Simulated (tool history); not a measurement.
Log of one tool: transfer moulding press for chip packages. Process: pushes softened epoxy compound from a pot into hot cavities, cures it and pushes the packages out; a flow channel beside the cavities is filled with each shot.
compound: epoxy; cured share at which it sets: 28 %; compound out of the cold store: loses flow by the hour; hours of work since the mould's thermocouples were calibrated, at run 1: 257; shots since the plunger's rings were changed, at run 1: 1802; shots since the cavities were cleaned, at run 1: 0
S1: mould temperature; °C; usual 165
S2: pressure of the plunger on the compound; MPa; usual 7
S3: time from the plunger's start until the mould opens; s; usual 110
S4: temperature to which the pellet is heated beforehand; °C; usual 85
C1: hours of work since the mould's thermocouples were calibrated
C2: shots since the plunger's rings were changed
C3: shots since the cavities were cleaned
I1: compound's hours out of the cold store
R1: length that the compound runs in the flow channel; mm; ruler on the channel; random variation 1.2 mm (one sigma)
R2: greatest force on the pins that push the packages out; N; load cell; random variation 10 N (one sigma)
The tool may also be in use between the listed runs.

run   hour   S1    S2   S3  S4   C1    C2   C3    I1   R1    R2
  1      0  165     7  110  85  257  1802    0  44.8  742   454
  2   21.5  165     7  110  85  268  2000  198  39.8  762   592
  3   35.3  165  6.92  110  85  275  2129  327  16.9  857   681
  4   54.1  165  6.92  110  85  285  2303  501  16.9  854   765
  5   63.8  165  6.92  110  85  290  2392  590  14.8  865   775
  6     74  165  6.92  110  85  295  2487  685  13.2  871   798
  7   86.7  165  6.92  110  85  302  2605  803  26.3  807   802
      96.6  -- cavities cleaned with cleaning compound and waxed
  8   98.2  165  6.92  110  85  307  2697   15  46.6  726   462
     101.3  -- mould's thermocouples calibrated
  9  112.8  165  6.92  103  85    6  2814  132  24.9  816   673
 10    133  165  6.92  103  85   16  3001  319  34.5  773   746
 11  143.6  165  6.92  103  85   22  3099  417  37.3  760   799
 12  155.8  165  6.29  110  85   28  3212  530  29.3  757   770
 13  177.9  165  5.54  110  85   40  3416  734    30  706   827
     195.8  -- cavities cleaned with cleaning compound and waxed
 14  200.4  165  5.54  110  85   50  3611   43  34.4  687   501
 15  218.6  165  5.54  110  85   60  3779  211  37.9  674   594
 16  230.5  167  6.85  112  80   66  3890  322    18  830   610
     233.6  -- mould's thermocouples calibrated, once more
 17  245.3  160     7   94  78    6  4008  440  19.8  851  1445
 18    256  160     7   94  78   12  4107  539  45.4  741  1352
     263.5  -- plunger's sealing rings changed
 19  275.8  160     7   94  78   20   113  699   9.7  927  1679
     296.4  -- cavities cleaned with cleaning compound and waxed
 20  296.4  160     7   94  82   30   290    0  19.1  878   972
 21  319.1  165   8.2  110  85   42   501  211    33  859   596
 22  332.8  165     7  107  84   49   628  338  15.9  872   726
 23  349.7  170   8.5   96  86   58   784  494  14.4  951   752
 24  360.6  165  6.25  110  88   64   885  595  41.9  712   705
 25  378.4  165  5.61  143  88   73  1050  760  24.9  740   586
     393.6  -- cavities cleaned with cleaning compound and waxed
 26  397.6  165  5.27  143  91   82  1214   38  23.7  721   385
 27  411.4  170     7  110  85   89  1342  166  16.1  851   481
 28  434.3  160  8.09  125  86  101  1554  378  25.1  902   733
 29  453.7  158     7  110  76  111  1733  557  36.3  796  1155

Measured less the same run without the tool's hidden state. The same run-to-run variation is in both; the gauge's scatter may not be:
The hidden state here: true mould temperature over the reading, C; pressure that reaches the compound, % of what is set; grip of the stained cavities, % over clean ones'; drift of the gauge itself on flow_mm, %; drift of the gauge itself on push_out_n, %.
run   R1    R2
  1  -10   +16
  2  -11  +151
  3  -13  +221
  4  -14  +288
  5  -15  +309
  6  -16  +331
  7  -16  +344
  8  -15   +25
  9  -16  +146
 10  -16  +246
 11  -17  +294
 12  -18  +303
 13  -17  +358
 14  -19   +55
 15  -19  +155
 16  -24  +196
 17  -28  +499
 18  -25  +508
 19   -3  +683
 20   -4   +32
 21   -6  +145
 22   -7  +229
 23   -8  +274
 24   -7  +274
 25   -8  +238
 26   -9   +28
 27  -12  +100
 28  -14  +248
 29  -13  +454

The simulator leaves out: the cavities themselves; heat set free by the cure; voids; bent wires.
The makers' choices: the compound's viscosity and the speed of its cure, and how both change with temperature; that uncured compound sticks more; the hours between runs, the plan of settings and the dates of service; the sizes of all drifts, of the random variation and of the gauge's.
